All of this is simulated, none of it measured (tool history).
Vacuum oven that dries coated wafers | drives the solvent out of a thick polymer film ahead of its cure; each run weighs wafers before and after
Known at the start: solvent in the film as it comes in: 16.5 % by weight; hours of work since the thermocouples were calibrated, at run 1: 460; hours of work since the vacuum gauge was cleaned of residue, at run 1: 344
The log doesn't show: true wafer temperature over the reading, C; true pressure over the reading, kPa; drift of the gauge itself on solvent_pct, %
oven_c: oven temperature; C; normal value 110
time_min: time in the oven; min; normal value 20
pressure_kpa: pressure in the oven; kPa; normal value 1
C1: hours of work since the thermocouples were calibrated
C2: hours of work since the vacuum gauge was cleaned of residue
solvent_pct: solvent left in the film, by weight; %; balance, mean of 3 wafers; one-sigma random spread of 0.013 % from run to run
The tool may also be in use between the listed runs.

{"run": 1, "hour": 0.0, "oven_c": 110, "time_min": 20, "pressure_kpa": 1, "C1": 460, "C2": 344, "solvent_pct": 2.35}
{"run": 2, "hour": 15.7, "oven_c": 110, "time_min": 20, "pressure_kpa": 1.91, "C1": 468, "C2": 352, "solvent_pct": 2.66}
{"run": 3, "hour": 30.2, "oven_c": 110, "time_min": 20, "pressure_kpa": 1.91, "C1": 476, "C2": 360, "solvent_pct": 2.67}
{"run": 4, "hour": 50.7, "oven_c": 110, "time_min": 20, "pressure_kpa": 1, "C1": 487, "C2": 371, "solvent_pct": 2.36}
{"run": 5, "hour": 67.3, "oven_c": 110, "time_min": 20, "pressure_kpa": 1, "C1": 495, "C2": 379, "solvent_pct": 2.38}
{"run": 6, "hour": 86.8, "oven_c": 110, "time_min": 20, "pressure_kpa": 1, "C1": 505, "C2": 389, "solvent_pct": 2.37}
{"run": 7, "hour": 96.6, "oven_c": 110, "time_min": 28, "pressure_kpa": 3.36, "C1": 510, "C2": 395, "solvent_pct": 2.12}
{"hour": 100.2, "done": "oven's thermocouples calibrated"}
{"run": 8, "hour": 114.2, "oven_c": 110, "time_min": 28, "pressure_kpa": 3.36, "C1": 7, "C2": 403, "solvent_pct": 2.02}
{"run": 9, "hour": 126.2, "oven_c": 102, "time_min": 34, "pressure_kpa": 1, "C1": 14, "C2": 409, "solvent_pct": 2.25}
{"run": 10, "hour": 146.1, "oven_c": 110, "time_min": 21, "pressure_kpa": 1.02, "C1": 24, "C2": 419, "solvent_pct": 2.06}
{"run": 11, "hour": 159.8, "oven_c": 110, "time_min": 20, "pressure_kpa": 2.49, "C1": 31, "C2": 426, "solvent_pct": 2.7}

What if the next run were any one of these 5? Each begins from the tool's condition after run 11:
{"run": "A", "hour": 173.2, "oven_c": 112, "time_min": 20, "pressure_kpa": 2.49, "C1": 38, "C2": 433, "solvent_pct": "?"}
{"run": "B", "hour": 173.2, "oven_c": 108, "time_min": 28, "pressure_kpa": 0.91, "C1": 38, "C2": 433, "solvent_pct": "?"}
{"run": "C", "hour": 173.2, "oven_c": 111, "time_min": 20, "pressure_kpa": 1, "C1": 38, "C2": 433, "solvent_pct": "?"}
{"run": "D", "hour": 173.2, "oven_c": 111, "time_min": 17, "pressure_kpa": 0.69, "C1": 38, "C2": 433, "solvent_pct": "?"}
{"run": "E", "hour": 173.2, "oven_c": 98, "time_min": 20, "pressure_kpa": 0.89, "C1": 38, "C2": 433, "solvent_pct": "?"}

run=A solvent_pct=2.24
run=B solvent_pct=1.57
run=C solvent_pct=2.04
run=D solvent_pct=2.51
run=E solvent_pct=5.73
Without the tool's hidden state the same runs would have given:
run=A solvent_pct=2.52
run=B solvent_pct=1.81
run=C solvent_pct=2.32
run=D solvent_pct=2.84
run=E solvent_pct=6.13
